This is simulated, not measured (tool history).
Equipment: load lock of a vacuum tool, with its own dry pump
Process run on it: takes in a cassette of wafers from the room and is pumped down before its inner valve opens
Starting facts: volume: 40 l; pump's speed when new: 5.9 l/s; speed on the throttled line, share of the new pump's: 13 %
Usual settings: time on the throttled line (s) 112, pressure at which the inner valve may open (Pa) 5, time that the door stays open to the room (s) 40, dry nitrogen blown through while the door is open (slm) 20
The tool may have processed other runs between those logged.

run	hour	time on the throttled line (s)	pressure at which the inner valve may open (Pa)	time that the door stays open to the room (s)	dry nitrogen blown through while the door is open (slm)	incoming humidity of the room's air, %	time from the closed door until the inner valve may open (s)	rise of the pressure with all valves shut (Pa/min)
1	0	112	5	40	20	49.1	168.2	0.073
2	98.3	112	5	40	20	48.7	168.6	0.069
3	201.1	112	9	40	20	44.5	164.4	0.066
4	309	112	5	40	20	47.1	168.7	0.075
5	418.2	112	5	40	20	45.7	167.1	0.076
6	541.1	112	5	40	20	43.6	168.5	0.072
7	642.6	112	5	40	20	46.7	170.6	0.074
8	726.3	112	5	40	20	44.1	168.9	0.072
9	854.9	112	5	40	20	42.8	170.7	0.068
10	946.6	112	5	38	20	41.7	169.6	0.076
11	1100.2	112	5	38	20	44.9	167.7	0.075
12	1176.8	112	5	38	20	45.2	171	0.073
13	1329.2	112	5	38	20	42.5	170.5	0.076
14	1443.3	112	5	38	20	45.1	169.6	0.072
15	1552.2	112	5	40	20	41.1	169.9	0.076
16	1626	112	5	40	20	42.8	169	0.087
17	1748.1	112	5	40	20	47	170.1	0.082
18	1850.6	112	5	40	20	46.5	171.9	0.081
19	1987.3	112	10	132	41	45.4	165.4	0.115
20	2094.4	112	5	40	20	47	170.2	0.085
21	2239.1	141	9	41	20	41	190.5	0.084
22	2311	80	4	109	8	44	143.5	0.153
23	2379.9	58	9	109	8	45.8	119.2	0.154
24	2466.7	112	5	40	7	44.9	170.1	0.103
25	2562.6	112	5	40	7	42.5	171.5	0.099
26	2696.1	112	6	40	7	47.3	168.3	0.113
27	2766.1	112	6	40	7	45.7	170.7	0.109
28	2874.3	58	5	71	7	42.5	124.1	0.127
29	2976.9	58	5	71	21	48.8	124.8	0.118
30	3045.5	58	5	71	21	45.7	123.2	0.111
31	3173.5	58	8	93	7	45.5	119.7	0.146
32	3274.8	58	8	93	7	46.1	120.4	0.156
33	3383.4	158	5	40	20	43.7	212.2	0.094
34	3482	180	5	40	20	46.1	226.6	0.104

Expected results for the next run?
35	3633.7	112	5	74	20	43.8	?	?

{"run 35": {"time from the closed door until the inner valve may open (s)": 170.9, "rise of the pressure with all valves shut (Pa/min)": 0.124}}
Take away the tool's hidden state, keep the run-to-run variation as it was, and the same run would have given time from the closed door until the inner valve may open (s) 165.3, rise of the pressure with all valves shut (Pa/min) 0.068.
